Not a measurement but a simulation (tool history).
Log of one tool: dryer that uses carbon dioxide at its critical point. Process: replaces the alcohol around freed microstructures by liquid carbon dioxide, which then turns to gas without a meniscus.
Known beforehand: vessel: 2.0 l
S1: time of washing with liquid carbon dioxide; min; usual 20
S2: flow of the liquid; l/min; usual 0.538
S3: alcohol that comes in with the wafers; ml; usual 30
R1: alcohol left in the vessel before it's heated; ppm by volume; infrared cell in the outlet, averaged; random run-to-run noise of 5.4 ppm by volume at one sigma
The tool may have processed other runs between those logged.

Run 1, hour 0: usual settings. Result: R1 250 ppm by volume.
At hour 15.8: inlet filter changed.
Run 2, hour 34.9: usual settings. Result: R1 219 ppm by volume.
Run 3, hour 59.5: usual settings. Result: R1 231 ppm by volume.
Run 4, hour 77.3: usual settings. Result: R1 242 ppm by volume.
Run 5, hour 101.5: usual settings. Result: R1 237 ppm by volume.
Run 6, hour 120.8: usual settings. Result: R1 245 ppm by volume.
Run 7, hour 137.8: usual settings. Result: R1 246 ppm by volume.
Run 8, hour 165.7: usual settings but S1 13 min. Result: R1 839 ppm by volume.
Run 9, hour 198.1: usual settings. Result: R1 262 ppm by volume.
Run 10, hour 219.4: usual settings. Result: R1 264 ppm by volume.
Run 11, hour 250: usual settings. Result: R1 286 ppm by volume.
Run 12, hour 283.1: usual settings but S2 0.328 l/min, S3 67 ml. Result: R1 2179 ppm by volume.
Run 13, hour 318.1: usual settings but S2 0.328 l/min, S3 67 ml. Result: R1 2181 ppm by volume.
Run 14, hour 351: usual settings but S2 0.516 l/min, S3 81 ml. Result: R1 671 ppm by volume.
Run 15, hour 366.2: usual settings but S2 0.516 l/min, S3 33 ml. Result: R1 364 ppm by volume.
Run 16, hour 397.1: usual settings but S1 14 min, S2 0.78 l/min, S3 82 ml. Result: R1 579 ppm by volume.
Run 17, hour 424.5: usual settings but S1 14 min, S2 0.78 l/min, S3 82 ml. Result: R1 587 ppm by volume.
Run 18, hour 455: usual settings but S1 16 min, S2 0.382 l/min, S3 83 ml. Result: R1 3385 ppm by volume.
Run 19, hour 484: usual settings but S1 16 min, S2 0.382 l/min, S3 83 ml. Result: R1 3369 ppm by volume.
Run 20, hour 509.1: usual settings but S1 16 min, S2 0.382 l/min, S3 83 ml. Result: R1 3388 ppm by volume.
Run 21, hour 541: usual settings but S1 16 min, S2 0.382 l/min, S3 83 ml. Result: R1 3427 ppm by volume.

Each run again, without the hidden state but with its own random variation kept:
Unlogged tool condition in this case: flow that reaches the vessel past the clogged filter, %; alcohol in the recycled carbon dioxide, ppm; drift of the gauge itself on alcohol_ppm, %.
run    R1
  1   142
  2   141
  3   146
  4   152
  5   142
  6   145
  7   141
  8   703
  9   140
 10   140
 11   149
 12  1908
 13  1888
 14   460
 15   189
 16   360
 17   362
 18  2898
 19  2862
 20  2858
 21  2869
